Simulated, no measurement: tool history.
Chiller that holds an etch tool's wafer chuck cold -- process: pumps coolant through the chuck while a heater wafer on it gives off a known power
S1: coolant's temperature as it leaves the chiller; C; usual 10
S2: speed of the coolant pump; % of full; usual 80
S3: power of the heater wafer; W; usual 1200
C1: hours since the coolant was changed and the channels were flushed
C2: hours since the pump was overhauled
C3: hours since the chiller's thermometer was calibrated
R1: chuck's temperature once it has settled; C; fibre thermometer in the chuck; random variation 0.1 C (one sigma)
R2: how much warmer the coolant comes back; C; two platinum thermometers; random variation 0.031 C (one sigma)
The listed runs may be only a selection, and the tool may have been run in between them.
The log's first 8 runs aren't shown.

Run 9, day 13.946: usual settings but S2 78 % of full; C1 4683; C2 1394; C3 1026. Result: R1 21.9 C, R2 3.01 C.
Run 10, day 15.075: usual settings but S2 74 % of full; C1 4710; C2 1421; C3 1053. Result: R1 22.6 C, R2 3.14 C.
Run 11, day 17.483: usual settings but S2 74 % of full; C1 4768; C2 1479; C3 1111. Result: R1 22.3 C, R2 3.06 C.
Run 12, day 20.046: usual settings; C1 4830; C2 1540; C3 1173. Result: R1 21.8 C, R2 2.83 C.
Run 13, day 21.950: usual settings; C1 4875; C2 1586; C3 1218. Result: R1 22.0 C, R2 2.96 C.
Run 14, day 24.421: usual settings; C1 4935; C2 1645; C3 1278. Result: R1 21.8 C, R2 2.92 C.
Run 15, day 26.812: usual settings; C1 4992; C2 1703; C3 1335. Result: R1 22.0 C, R2 2.84 C.
Run 16, day 28.950: usual settings; C1 5043; C2 1754; C3 1386. Result: R1 22.1 C, R2 2.92 C.
Run 17, day 30.254: usual settings but S1 19 C, S2 89 % of full; C1 5075; C2 1785; C3 1418. Result: R1 30.1 C, R2 2.57 C.
Run 18, day 32.496: usual settings but S1 19 C, S2 81 % of full; C1 5129; C2 1839; C3 1471. Result: R1 30.9 C, R2 2.87 C.
Run 19, day 34.821: usual settings but S1 12 C, S2 61 % of full, S3 680 W; C1 5184; C2 1895; C3 1527. Result: R1 20.2 C, R2 2.21 C.
Run 20, day 36.175: usual settings but S3 1710 W; C1 5217; C2 1927; C3 1560. Result: R1 27.2 C, R2 4.10 C.
Run 21, day 37.292: usual settings but S2 72 % of full, S3 1264 W; C1 5244; C2 1954; C3 1586. Result: R1 23.8 C, R2 3.41 C.
Run 22, day 39.917: usual settings but S1 9 C, S2 98 % of full, S3 1134 W; C1 5307; C2 2017; C3 1649. Result: R1 19.1 C, R2 2.22 C.
Run 23, day 42.242: usual settings but S1 20 C, S2 90 % of full, S3 1320 W; C1 5362; C2 2073; C3 1705. Result: R1 32.4 C, R2 2.87 C.
Run 24, day 44.058: usual settings but S1 2 C, S2 85 % of full, S3 1009 W; C1 5406; C2 2117; C3 1749. Result: R1 12.0 C, R2 2.32 C.
Run 25, day 45.175: usual settings but S1 2 C, S2 85 % of full, S3 1728 W; C1 5433; C2 2143; C3 1776. Result: R1 18.9 C, R2 3.96 C.
Run 26, day 46.775: usual settings but S1 3 C; C1 5471; C2 2182; C3 1814. Result: R1 15.5 C, R2 2.90 C.
Run 27, day 48.221: usual settings but S1 5 C, S2 73 % of full, S3 1035 W; C1 5506; C2 2217; C3 1849. Result: R1 16.4 C, R2 2.78 C.
Run 28, day 50.146: usual settings but S1 18 C, S2 73 % of full, S3 755 W; C1 5552; C2 2263; C3 1895. Result: R1 26.4 C, R2 2.05 C.
Run 29, day 52.700: usual settings but S1 18 C, S2 73 % of full, S3 755 W; C1 5613; C2 2324; C3 1956. Result: R1 26.4 C, R2 2.01 C.
Run 30, day 53.942: usual settings but S1 4 C, S2 71 % of full, S3 844 W; C1 5643; C2 2354; C3 1986. Result: R1 13.6 C, R2 2.36 C.
Run 31, day 56.058: usual settings but S1 1 C, S2 74 % of full, S3 1361 W; C1 5694; C2 2405; C3 2037. Result: R1 16.0 C, R2 3.56 C.

Each row is a separate what-if for the run after 31, all from the same tool condition, not one after another. Results?
Run A, day 58.475: usual settings but S2 60 % of full, S3 1286 W; C1 5752; C2 2463; C3 2095. Result: R1 ?, R2 ?.
Run B, day 58.475: usual settings but S1 3 C, S2 89 % of full, S3 740 W; C1 5752; C2 2463; C3 2095. Result: R1 ?, R2 ?.
Run C, day 58.475: usual settings but S1 5 C, S2 74 % of full, S3 1361 W; C1 5752; C2 2463; C3 2095. Result: R1 ?, R2 ?.

run    R1    R2
  A  26.3  4.21
  B  10.5  1.60
  C  19.9  3.62
Without the tool's hidden state the same runs would have given:
run    R1    R2
  A  22.6  4.01
  B   8.7  1.52
  C  16.5  3.44
